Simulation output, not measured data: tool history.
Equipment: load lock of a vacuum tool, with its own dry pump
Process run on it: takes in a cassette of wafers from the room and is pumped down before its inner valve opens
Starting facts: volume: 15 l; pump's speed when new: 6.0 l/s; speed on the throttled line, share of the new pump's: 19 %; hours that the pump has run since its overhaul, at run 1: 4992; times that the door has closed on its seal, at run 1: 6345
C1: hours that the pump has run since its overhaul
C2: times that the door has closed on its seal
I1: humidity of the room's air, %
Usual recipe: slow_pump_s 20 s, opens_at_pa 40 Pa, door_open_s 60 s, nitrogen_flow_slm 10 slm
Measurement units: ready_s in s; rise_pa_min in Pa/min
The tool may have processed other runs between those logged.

run 1 hour=0 | slow_pump_s=20 opens_at_pa=40 door_open_s=60 nitrogen_flow_slm=10 | C1=4992 C2=6345 | I1=45.8 | ready_s=35.6 rise_pa_min=0.076
run 2 hour=135.2 | slow_pump_s=20 opens_at_pa=40 door_open_s=60 nitrogen_flow_slm=10 | C1=5128 C2=6638 | I1=44.4 | ready_s=36.1 rise_pa_min=0.076
run 3 hour=282.5 | slow_pump_s=20 opens_at_pa=40 door_open_s=60 nitrogen_flow_slm=10 | C1=5275 C2=6958 | I1=42.9 | ready_s=36 rise_pa_min=0.077
run 4 hour=428 | slow_pump_s=10 opens_at_pa=40 door_open_s=60 nitrogen_flow_slm=10 | C1=5420 C2=7274 | I1=44.4 | ready_s=28 rise_pa_min=0.075
run 5 hour=498.7 | slow_pump_s=10 opens_at_pa=40 door_open_s=60 nitrogen_flow_slm=10 | C1=5491 C2=7427 | I1=44.8 | ready_s=27.7 rise_pa_min=0.082
run 6 hour=603.3 | slow_pump_s=10 opens_at_pa=40 door_open_s=60 nitrogen_flow_slm=10 | C1=5596 C2=7654 | I1=45.7 | ready_s=28.6 rise_pa_min=0.076
run 7 hour=755.6 | slow_pump_s=20 opens_at_pa=44 door_open_s=60 nitrogen_flow_slm=10 | C1=5748 C2=7984 | I1=44 | ready_s=35.3 rise_pa_min=0.079
run 8 hour=922.9 | slow_pump_s=23 opens_at_pa=40 door_open_s=60 nitrogen_flow_slm=10 | C1=5915 C2=8347 | I1=41.8 | ready_s=38.9 rise_pa_min=0.074
run 9 hour=1042 | slow_pump_s=23 opens_at_pa=40 door_open_s=60 nitrogen_flow_slm=10 | C1=6034 C2=8605 | I1=46.6 | ready_s=38.4 rise_pa_min=0.082
run 10 hour=1177.5 | slow_pump_s=23 opens_at_pa=40 door_open_s=60 nitrogen_flow_slm=10 | C1=6170 C2=8899 | I1=45.4 | ready_s=38.3 rise_pa_min=0.075
run 11 hour=1308.1 | slow_pump_s=23 opens_at_pa=40 door_open_s=60 nitrogen_flow_slm=10 | C1=6301 C2=9182 | I1=48.1 | ready_s=38.2 rise_pa_min=0.081
run 12 hour=1461.9 | slow_pump_s=23 opens_at_pa=40 door_open_s=60 nitrogen_flow_slm=10 | C1=6454 C2=9516 | I1=41.1 | ready_s=38.5 rise_pa_min=0.071
run 13 hour=1539.3 | slow_pump_s=23 opens_at_pa=40 door_open_s=60 nitrogen_flow_slm=10 | C1=6532 C2=9684 | I1=46.9 | ready_s=38.9 rise_pa_min=0.082
run 14 hour=1692.3 | slow_pump_s=23 opens_at_pa=40 door_open_s=60 nitrogen_flow_slm=10 | C1=6685 C2=10015 | I1=43.4 | ready_s=38.3 rise_pa_min=0.079
run 15 hour=1834.1 | slow_pump_s=23 opens_at_pa=40 door_open_s=60 nitrogen_flow_slm=10 | C1=6827 C2=10323 | I1=44.5 | ready_s=38.2 rise_pa_min=0.077
run 16 hour=1917.6 | slow_pump_s=27 opens_at_pa=37 door_open_s=56 nitrogen_flow_slm=31 | C1=6910 C2=10504 | I1=40.9 | ready_s=41.3 rise_pa_min=0.049
run 17 hour=2065.7 | slow_pump_s=23 opens_at_pa=57 door_open_s=56 nitrogen_flow_slm=31 | C1=7058 C2=10825 | I1=45.3 | ready_s=37.9 rise_pa_min=0.056
run 18 hour=2170.3 | slow_pump_s=15 opens_at_pa=40 door_open_s=60 nitrogen_flow_slm=5 | C1=7163 C2=11052 | I1=43.6 | ready_s=31.9 rise_pa_min=0.081
run 19 hour=2297 | slow_pump_s=15 opens_at_pa=40 door_open_s=60 nitrogen_flow_slm=5 | C1=7289 C2=11327 | I1=44.4 | ready_s=31.5 rise_pa_min=0.091
run 20 hour=2380.9 | slow_pump_s=15 opens_at_pa=40 door_open_s=60 nitrogen_flow_slm=5 | C1=7373 C2=11509 | I1=48.7 | ready_s=32.4 rise_pa_min=0.093
run 21 hour=2503.8 | slow_pump_s=15 opens_at_pa=40 door_open_s=60 nitrogen_flow_slm=5 | C1=7496 C2=11775 | I1=45.4 | ready_s=31.7 rise_pa_min=0.095
run 22 hour=2584.7 | slow_pump_s=20 opens_at_pa=61 door_open_s=60 nitrogen_flow_slm=43 | C1=7577 C2=11951 | I1=47.4 | ready_s=34.9 rise_pa_min=0.048
run 23 hour=2714.2 | slow_pump_s=36 opens_at_pa=40 door_open_s=60 nitrogen_flow_slm=11 | C1=7707 C2=12232 | I1=46.2 | ready_s=48.6 rise_pa_min=0.079
run 24 hour=2815.5 | slow_pump_s=36 opens_at_pa=40 door_open_s=60 nitrogen_flow_slm=11 | C1=7808 C2=12451 | I1=44.2 | ready_s=49.4 rise_pa_min=0.076
run 25 hour=2979.7 | slow_pump_s=29 opens_at_pa=40 door_open_s=35 nitrogen_flow_slm=10 | C1=7972 C2=12808 | I1=48.1 | ready_s=43.7 rise_pa_min=0.076
run 26 hour=3078.5 | slow_pump_s=29 opens_at_pa=40 door_open_s=35 nitrogen_flow_slm=10 | C1=8071 C2=13022 | I1=46.6 | ready_s=43.5 rise_pa_min=0.065

4 ways to go on from here, each from the tool as it stands after run 26. What would each give?
run A hour=3247.3 | slow_pump_s=14 opens_at_pa=29 door_open_s=35 nitrogen_flow_slm=10 | C1=8240 C2=13388 | I1=45.5 | ready_s=? rise_pa_min=?
run B hour=3247.3 | slow_pump_s=29 opens_at_pa=42 door_open_s=216 nitrogen_flow_slm=4 | C1=8240 C2=13388 | I1=46.8 | ready_s=? rise_pa_min=?
run C hour=3247.3 | slow_pump_s=33 opens_at_pa=49 door_open_s=80 nitrogen_flow_slm=10 | C1=8240 C2=13388 | I1=43.6 | ready_s=? rise_pa_min=?
run D hour=3247.3 | slow_pump_s=12 opens_at_pa=50 door_open_s=35 nitrogen_flow_slm=10 | C1=8240 C2=13388 | I1=44.9 | ready_s=? rise_pa_min=?

run=A ready_s=31.9 rise_pa_min=0.063
run=B ready_s=42.9 rise_pa_min=0.134
run=C ready_s=45.8 rise_pa_min=0.081
run=D ready_s=29.4 rise_pa_min=0.069
What these runs would have given with no unlogged condition in the tool:
run=A ready_s=31.9 rise_pa_min=0.063
run=B ready_s=42.9 rise_pa_min=0.134
run=C ready_s=45.7 rise_pa_min=0.081
run=D ready_s=29.4 rise_pa_min=0.069

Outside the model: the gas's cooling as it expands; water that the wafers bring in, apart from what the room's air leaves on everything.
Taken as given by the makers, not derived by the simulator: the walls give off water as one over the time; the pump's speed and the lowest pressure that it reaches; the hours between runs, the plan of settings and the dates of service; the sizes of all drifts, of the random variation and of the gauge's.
